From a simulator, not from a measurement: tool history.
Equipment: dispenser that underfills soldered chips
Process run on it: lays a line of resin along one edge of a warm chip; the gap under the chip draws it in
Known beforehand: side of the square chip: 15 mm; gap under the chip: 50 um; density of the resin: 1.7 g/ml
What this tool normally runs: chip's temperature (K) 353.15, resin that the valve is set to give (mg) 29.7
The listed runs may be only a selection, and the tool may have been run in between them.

run	hour	chip's temperature (K)	resin that the valve is set to give (mg)	time until the resin shows at the far edge (s)	resin that the valve gave (mg)
1	0	353.15	29.7	174.2	28.99
# hour 6: new syringe of resin
2	15.5	353.15	29.7	176.8	28.76
# hour 20.8: new syringe of resin
3	24.7	353.15	29.7	136.7	28.61
# hour 36: new syringe of resin
4	36.1	353.15	29.7	117.6	28.44
5	47.1	353.15	29.7	181.7	28.38
# hour 51.2: new syringe of resin
6	56.1	353.15	29.7	144.7	28.11
7	64.2	353.15	29.7	197.9	28.24
# hour 66.2: new syringe of resin
# hour 70: dispensing valve cleaned and set on the balance
8	72.5	341.15	29.7	266.5	29.63
9	80.1	341.15	29.7	359.7	29.4
# hour 82: new syringe of resin
10	93.1	355.15	31.2	163.1	30.82
# hour 97.6: new syringe of resin
11	105.4	349.15	38.6	191.4	38.25
# hour 112.6: new syringe of resin
12	115.8	349.15	38.6	159.4	37.79
# hour 127.4: new syringe of resin
13	127.8	365.15	29.8	64.4	29.03
14	138.7	365.15	29.8	100.3	28.88
# hour 142.3: new syringe of resin
15	153.5	365.15	29.8	98.2	28.7
# hour 158.2: new syringe of resin
16	160.6	355.15	36.5	112	35.13
17	167.5	352.15	29.7	180.2	28.34

Pick out some run-to-run changes in time until the resin shows at the far edge (s). Of each, how much would a tool without hidden state show as well, from the settings, what came in and chance, and how much is left for the hidden state and any gauge scatter not in both results compared?
Hidden state present: resin's viscosity, % of fresh resin's; dose that the valve gives, % of what is set; true chip temperature over the reading, C; drift of the gauge itself on fill_s, %; drift of the gauge itself on given_mg, %.
Run 8 -> 9: nothing adjusted, nothing logged. time until the resin shows at the far edge (s) +93.2: hidden state +92, all else +1.2.
Run 9 -> 10: chip's temperature (K) 341.15 -> 355.15, resin that the valve is set to give (mg) 29.7 -> 31.2, new syringe of resin. time until the resin shows at the far edge (s) -196.6: hidden state -67.4, all else -129.2.
